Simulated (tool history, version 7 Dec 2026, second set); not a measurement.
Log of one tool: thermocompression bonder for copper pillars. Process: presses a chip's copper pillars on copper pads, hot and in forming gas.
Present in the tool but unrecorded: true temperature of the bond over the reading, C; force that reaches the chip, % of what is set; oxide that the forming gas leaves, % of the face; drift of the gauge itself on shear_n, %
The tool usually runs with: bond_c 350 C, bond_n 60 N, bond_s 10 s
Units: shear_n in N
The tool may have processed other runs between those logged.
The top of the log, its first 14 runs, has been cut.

run	day	bond_c	bond_n	bond_s	hours of work since the heater was calibrated	hours of work since the force cell was calibrated	hours of work since the gas filter was changed	shear_n
# day 26.425: forming gas filter changed
15	27.829	350	60	10	1035	874	20	93.7
16	30.267	350	60	10	1070	909	55	91.2
17	32.542	350	45	10	1102	941	88	82.0
18	33.688	350	45	8	1119	958	104	76.7
19	34.912	350	45	15	1136	975	122	91.8
20	37.642	371	75	17	1175	1014	161	118.5
21	40.288	350	36	10	1213	1052	198	73.1
22	41.533	350	36	10	1231	1070	216	73.8
23	44.025	326	36	5	1266	1106	252	45.7
24	45.842	340	36	9	1292	1132	278	64.7
# day 47.667: forming gas filter changed
25	48.671	372	60	10	1333	1172	14	104.5
26	49.833	372	60	10	1349	1188	31	105.0
27	51.912	350	89	12	1379	1218	61	110.4
28	54.421	350	50	10	1415	1254	97	87.2
29	56.908	350	50	10	1451	1290	132	85.5
30	59.333	350	50	10	1485	1324	167	85.8
31	61.458	350	50	10	1516	1355	197	85.1
32	64.100	350	38	10	1553	1393	235	74.3
# day 65.542: heater calibrated with a thermocouple chip
33	66.450	352	39	10	13	1425	268	70.1
34	67.804	352	39	10	32	1444	287	70.9
# day 68.958: forming gas filter changed
35	70.233	371	70	27	67	1479	18	127.1
36	71.996	357	37	27	92	1504	43	100.4

3 options for the next run, each taken on its own from the tool as it stands now. Forecast them:
A	73.833	328	44	12	118	1530	70	?
B	73.833	340	84	6	118	1530	70	?
C	73.833	350	61	13	118	1530	70	?

run	shear_n
A	68.8
B	79.7
C	94.6
Had the tool no hidden state, the same runs would have come out as:
run	shear_n
A	71.9
B	83.0
C	98.3
